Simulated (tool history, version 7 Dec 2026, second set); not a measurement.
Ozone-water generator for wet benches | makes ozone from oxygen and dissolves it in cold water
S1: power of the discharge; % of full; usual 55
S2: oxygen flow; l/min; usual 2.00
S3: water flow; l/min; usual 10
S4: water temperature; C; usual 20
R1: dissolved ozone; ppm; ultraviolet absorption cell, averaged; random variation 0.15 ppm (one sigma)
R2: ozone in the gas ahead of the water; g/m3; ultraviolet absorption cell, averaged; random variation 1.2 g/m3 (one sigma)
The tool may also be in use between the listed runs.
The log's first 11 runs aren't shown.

run	day	S1	S2	S3	S4	R1	R2
12	10.992	68	2.00	10	20	20.5	231.2
13	11.675	68	2.00	10	20	20.6	234.3
14	12.425	72	2.00	10	20	21.3	237.4
15	13.354	88	2.00	10	20	23.8	267.2
16	14.233	88	2.00	10	20	23.5	264.7
17	14.758	55	2.00	10	20	18.5	206.6
18	15.796	55	2.50	9	20	20.1	182.8
19	17.038	55	2.88	13	14	16.4	170.6
20	17.850	55	2.00	10	16	19.4	207.7
21	19.029	55	1.90	9	20	20.2	213.8
22	20.054	45	1.46	10	18	16.4	221.1
23	21.175	45	1.18	11	18	14.3	248.9
24	21.917	74	1.18	12	18	17.2	319.3
25	22.625	83	1.44	11	18	20.7	305.5
26	23.662	78	1.87	15	25	14.7	260.3
27	24.254	53	3.31	10	20	17.9	153.0
28	25.483	55	2.00	15	20	13.2	207.7
29	26.638	48	2.00	16	20	11.3	191.6
30	27.729	48	2.00	8	26	18.6	191.8
31	28.262	48	1.86	8	19	20.5	200.9
32	29.212	48	1.86	8	19	20.6	198.5

Forecast each of these 3 alternatives for the next run:
A	29.862	60	2.55	8	13	?	?
B	29.862	55	2.28	10	20	?	?
C	29.862	48	1.86	7	14	?	?

run	R1	R2
A	25.4	190.9
B	18.5	192.7
C	24.2	199.8
Without the tool's hidden state the same runs would have given:
run	R1	R2
A	26.5	193.8
B	19.4	195.5
C	25.2	202.5

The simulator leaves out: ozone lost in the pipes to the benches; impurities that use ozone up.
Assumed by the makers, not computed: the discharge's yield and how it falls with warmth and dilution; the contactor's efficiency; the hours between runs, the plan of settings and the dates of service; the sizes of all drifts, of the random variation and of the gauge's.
